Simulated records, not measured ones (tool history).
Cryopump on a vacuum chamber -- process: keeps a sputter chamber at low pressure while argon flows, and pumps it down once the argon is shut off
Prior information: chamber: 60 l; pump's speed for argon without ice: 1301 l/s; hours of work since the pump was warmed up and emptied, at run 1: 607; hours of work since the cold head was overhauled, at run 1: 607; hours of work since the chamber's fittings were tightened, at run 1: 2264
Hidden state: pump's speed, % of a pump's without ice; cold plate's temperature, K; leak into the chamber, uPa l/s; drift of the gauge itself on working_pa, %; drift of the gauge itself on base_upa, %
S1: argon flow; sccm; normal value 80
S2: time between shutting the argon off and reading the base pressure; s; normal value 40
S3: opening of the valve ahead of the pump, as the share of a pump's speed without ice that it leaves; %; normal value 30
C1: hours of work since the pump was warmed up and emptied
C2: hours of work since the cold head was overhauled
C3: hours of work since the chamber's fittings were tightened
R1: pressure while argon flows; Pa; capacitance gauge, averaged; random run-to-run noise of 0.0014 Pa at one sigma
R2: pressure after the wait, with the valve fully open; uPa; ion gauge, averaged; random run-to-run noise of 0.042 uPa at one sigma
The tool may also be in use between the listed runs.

run 1 hour=0.0 | S1=80 S2=40 S3=30 | C1=607 C2=607 C3=2264 | R1=0.3618 R2=3.43
run 2 hour=9.4 | S1=80 S2=40 S3=30 | C1=616 C2=616 C3=2272 | R1=0.3618 R2=3.33
run 3 hour=23.0 | S1=80 S2=40 S3=30 | C1=628 C2=628 C3=2284 | R1=0.3648 R2=3.39
run 4 hour=40.6 | S1=80 S2=40 S3=30 | C1=644 C2=644 C3=2300 | R1=0.3619 R2=3.38
run 5 hour=49.2 | S1=80 S2=40 S3=22 | C1=651 C2=651 C3=2308 | R1=0.4877 R2=3.37
-- hour=59.3 pump warmed up, emptied and cooled again
run 6 hour=71.2 | S1=80 S2=40 S3=49 | C1=11 C2=667 C3=2323 | R1=0.2136 R2=3.22
run 7 hour=88.2 | S1=80 S2=40 S3=49 | C1=26 C2=682 C3=2338 | R1=0.2134 R2=3.32
run 8 hour=98.2 | S1=80 S2=40 S3=49 | C1=35 C2=691 C3=2347 | R1=0.2133 R2=3.27
run 9 hour=108.0 | S1=80 S2=40 S3=49 | C1=44 C2=699 C3=2356 | R1=0.2147 R2=3.25
run 10 hour=119.7 | S1=80 S2=40 S3=30 | C1=54 C2=710 C3=2366 | R1=0.3512 R2=3.28
run 11 hour=134.0 | S1=80 S2=40 S3=30 | C1=67 C2=723 C3=2379 | R1=0.3478 R2=3.38
run 12 hour=149.7 | S1=80 S2=47 S3=30 | C1=81 C2=737 C3=2393 | R1=0.3499 R2=3.00
run 13 hour=165.6 | S1=80 S2=47 S3=30 | C1=95 C2=751 C3=2408 | R1=0.3496 R2=2.98
run 14 hour=183.1 | S1=80 S2=40 S3=21 | C1=111 C2=767 C3=2423 | R1=0.4980 R2=3.29
run 15 hour=196.3 | S1=80 S2=40 S3=21 | C1=123 C2=779 C3=2435 | R1=0.4998 R2=3.30
run 16 hour=212.7 | S1=80 S2=40 S3=21 | C1=137 C2=793 C3=2450 | R1=0.5004 R2=3.30
run 17 hour=221.6 | S1=80 S2=40 S3=21 | C1=145 C2=801 C3=2458 | R1=0.4956 R2=3.29
run 18 hour=236.8 | S1=124 S2=199 S3=30 | C1=159 C2=815 C3=2471 | R1=0.5441 R2=1.53
run 19 hour=244.2 | S1=125 S2=213 S3=30 | C1=166 C2=821 C3=2478 | R1=0.5491 R2=1.50
run 20 hour=261.5 | S1=80 S2=83 S3=30 | C1=181 C2=837 C3=2493 | R1=0.3514 R2=2.21
run 21 hour=273.1 | S1=42 S2=147 S3=51 | C1=191 C2=847 C3=2504 | R1=0.1093 R2=1.68
run 22 hour=283.0 | S1=80 S2=40 S3=42 | C1=200 C2=856 C3=2513 | R1=0.2534 R2=3.39
run 23 hour=297.8 | S1=80 S2=40 S3=42 | C1=214 C2=870 C3=2526 | R1=0.2528 R2=3.31
run 24 hour=310.4 | S1=91 S2=40 S3=33 | C1=225 C2=881 C3=2537 | R1=0.3654 R2=3.35
run 25 hour=325.8 | S1=78 S2=32 S3=29 | C1=239 C2=895 C3=2551 | R1=0.3566 R2=3.88
run 26 hour=337.5 | S1=78 S2=32 S3=29 | C1=249 C2=905 C3=2561 | R1=0.3568 R2=3.92
run 27 hour=345.0 | S1=78 S2=32 S3=29 | C1=256 C2=912 C3=2568 | R1=0.3552 R2=3.95
run 28 hour=354.4 | S1=78 S2=32 S3=29 | C1=264 C2=920 C3=2577 | R1=0.3575 R2=3.91
run 29 hour=372.1 | S1=103 S2=114 S3=18 | C1=280 C2=936 C3=2592 | R1=0.7535 R2=1.90
-- hour=382.5 leaking fittings of the chamber tightened, without venting
run 30 hour=391.7 | S1=100 S2=224 S3=21 | C1=296 C2=952 C3=8 | R1=0.6294 R2=0.66
run 31 hour=400.0 | S1=87 S2=58 S3=30 | C1=303 C2=959 C3=16 | R1=0.3845 R2=1.87
run 32 hour=407.6 | S1=87 S2=58 S3=30 | C1=310 C2=966 C3=22 | R1=0.3864 R2=1.78
run 33 hour=418.6 | S1=67 S2=37 S3=26 | C1=320 C2=976 C3=32 | R1=0.3454 R2=2.68

Difference, measured minus no-hidden-state, one row per run. Run-to-run variation is common to both terms; the gauge's own scatter need not be:
run=1 R1=+0.0146 R2=+0.90
run=2 R1=+0.0148 R2=+0.88
run=3 R1=+0.0152 R2=+0.90
run=4 R1=+0.0155 R2=+0.90
run=5 R1=+0.0157 R2=+0.91
run=6 R1=+0.0013 R2=+0.77
run=7 R1=+0.0016 R2=+0.81
run=8 R1=+0.0018 R2=+0.79
run=9 R1=+0.0020 R2=+0.79
run=10 R1=+0.0022 R2=+0.80
run=11 R1=+0.0025 R2=+0.82
run=12 R1=+0.0028 R2=+0.83
run=13 R1=+0.0031 R2=+0.83
run=14 R1=+0.0034 R2=+0.84
run=15 R1=+0.0037 R2=+0.83
run=16 R1=+0.0040 R2=+0.84
run=17 R1=+0.0041 R2=+0.83
run=18 R1=+0.0069 R2=+0.84
run=19 R1=+0.0072 R2=+0.86
run=20 R1=+0.0049 R2=+0.88
run=21 R1=+0.0027 R2=+0.85
run=22 R1=+0.0053 R2=+0.89
run=23 R1=+0.0056 R2=+0.88
run=24 R1=+0.0067 R2=+0.90
run=25 R1=+0.0060 R2=+0.89
run=26 R1=+0.0063 R2=+0.90
run=27 R1=+0.0064 R2=+0.91
run=28 R1=+0.0067 R2=+0.91
run=29 R1=+0.0092 R2=+0.89
run=30 R1=+0.0094 R2=+0.03
run=31 R1=+0.0083 R2=+0.04
run=32 R1=+0.0085 R2=+0.04
run=33 R1=+0.0068 R2=+0.05
